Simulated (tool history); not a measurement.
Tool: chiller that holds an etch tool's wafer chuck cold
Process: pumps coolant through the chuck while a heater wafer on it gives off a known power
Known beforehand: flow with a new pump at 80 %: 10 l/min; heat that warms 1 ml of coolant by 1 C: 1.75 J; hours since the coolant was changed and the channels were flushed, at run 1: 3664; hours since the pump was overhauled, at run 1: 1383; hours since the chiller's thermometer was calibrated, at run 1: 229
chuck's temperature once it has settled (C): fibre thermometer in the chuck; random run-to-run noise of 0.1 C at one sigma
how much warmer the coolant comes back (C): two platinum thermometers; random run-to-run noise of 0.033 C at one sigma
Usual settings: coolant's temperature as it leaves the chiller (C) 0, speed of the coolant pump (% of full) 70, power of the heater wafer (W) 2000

run    hour  coolant's temperature as it leaves the chiller (C)  speed of the coolant pump (% of full)  power of the heater wafer (W)  hours since the coolant was changed and the channels were flushed  hours since the pump was overhauled  hours since the chiller's thermometer was calibrated  chuck's temperature once it has settled (C)  how much warmer the coolant comes back (C)
  1     0.0                                                   0                                     70                           2000                                                               3664                                 1383                                                   229                                         19.4                                        7.92
  2    50.9                                                   0                                     70                           2000                                                               3715                                 1434                                                   280                                         19.4                                        7.88
  3   105.6                                                   0                                     70                           2000                                                               3770                                 1489                                                   334                                         19.4                                        7.99
  4   148.5                                                   0                                     70                           2000                                                               3812                                 1531                                                   377                                         19.6                                        7.91
  5   182.8                                                   0                                     70                           2000                                                               3847                                 1566                                                   411                                         19.4                                        7.94
  6   225.2                                                   0                                     70                           2000                                                               3889                                 1608                                                   454                                         19.6                                        7.93
  7   264.2                                                   0                                     70                           2000                                                               3928                                 1647                                                   493                                         19.4                                        8.01
  8   295.5                                                   0                                     70                           2722                                                               3959                                 1678                                                   524                                         26.7                                       10.82
  9   334.7                                                   0                                     70                           2000                                                               3999                                 1718                                                   563                                         19.8                                        7.95
 10   368.0                                                   0                                     70                           2000                                                               4032                                 1751                                                   597                                         19.7                                        7.97
 11   431.9                                                   0                                     70                           2000                                                               4096                                 1815                                                   661                                         20.0                                        8.00
 12   495.1                                                   0                                     84                           2000                                                               4159                                 1878                                                   724                                         17.6                                        6.61
 13   522.6                                                   0                                     84                           2000                                                               4187                                 1906                                                   751                                         17.4                                        6.62
 14   576.8                                                   0                                     84                           2000                                                               4241                                 1960                                                   805                                         17.8                                        6.60
 15   620.6                                                   0                                     84                           2000                                                               4284                                 2004                                                   849                                         17.7                                        6.59
 16   681.3                                                   2                                     78                           2748                                                               4345                                 2064                                                   910                                         27.5                                        9.75
 17   733.3                                                   2                                     78                           2748                                                               4397                                 2116                                                   962                                         27.8                                        9.84
      738.8  -- chiller's thermometer calibrated
 18   772.9                                                 -10                                     70                           2123                                                               4436                                 2155                                                    34                                         11.2                                        8.51
 19   830.0                                                 -10                                     70                           2123                                                               4493                                 2212                                                    91                                         11.4                                        8.52
 20   857.6                                                   1                                     70                           2098                                                               4521                                 2240                                                   119                                         22.2                                        8.41
 21   914.6                                                   4                                     91                           1838                                                               4578                                 2297                                                   176                                         19.6                                        5.56
 22   947.3                                                   8                                     70                           1514                                                               4610                                 2329                                                   208                                         23.2                                        6.07
      986.2  -- chiller's thermometer calibrated, once more
 23   986.2                                                  -6                                     75                           1733                                                               4648                                 2367                                                     0                                         10.9                                        6.51
 24  1022.9                                                  -6                                     89                           1343                                                               4685                                 2404                                                    37                                          5.6                                        4.18
 25  1062.9                                                  -5                                     70                           2000                                                               4725                                 2444                                                    77                                         15.6                                        8.04
 26  1110.8                                                   8                                     63                           1211                                                               4773                                 2492                                                   125                                         21.3                                        5.46
 27  1169.9                                                   8                                     68                           1209                                                               4832                                 2551                                                   184                                         20.5                                        5.04
 28  1201.7                                                   7                                     71                           2227                                                               4864                                 2583                                                   216                                         29.9                                        8.82
 29  1243.7                                                   7                                    100                           1966                                                               4906                                 2625                                                   257                                         23.1                                        5.45
 30  1301.2                                                   0                                     76                           1144                                                               4963                                 2682                                                   315                                         11.1                                        4.24

For each entry between runs, how does the tool's hidden state at the last listed run before it compare with that at the first listed run after it?
Between runs 17 and 18: chiller's thermometer calibrated (hour 738.8)
  heat passed by the chuck's channels, % of clean ones': 80.6 -> 80.4; coolant's true temperature over the reading, C: -0.15 -> -0.21
  the result without the hidden state subtracted from the measured one, chuck's temperature once it has settled (C): +3.9 -> +3.2; how much warmer the coolant comes back (C): +0.13 -> +0.12
Between runs 22 and 23: chiller's thermometer calibrated, once more (hour 986.2)
  heat passed by the chuck's channels, % of clean ones': 79.7 -> 79.5; coolant's true temperature over the reading, C: -0.22 -> 0.01
  the result without the hidden state subtracted from the measured one, chuck's temperature once it has settled (C): +2.3 -> +2.8; how much warmer the coolant comes back (C): +0.09 -> +0.11

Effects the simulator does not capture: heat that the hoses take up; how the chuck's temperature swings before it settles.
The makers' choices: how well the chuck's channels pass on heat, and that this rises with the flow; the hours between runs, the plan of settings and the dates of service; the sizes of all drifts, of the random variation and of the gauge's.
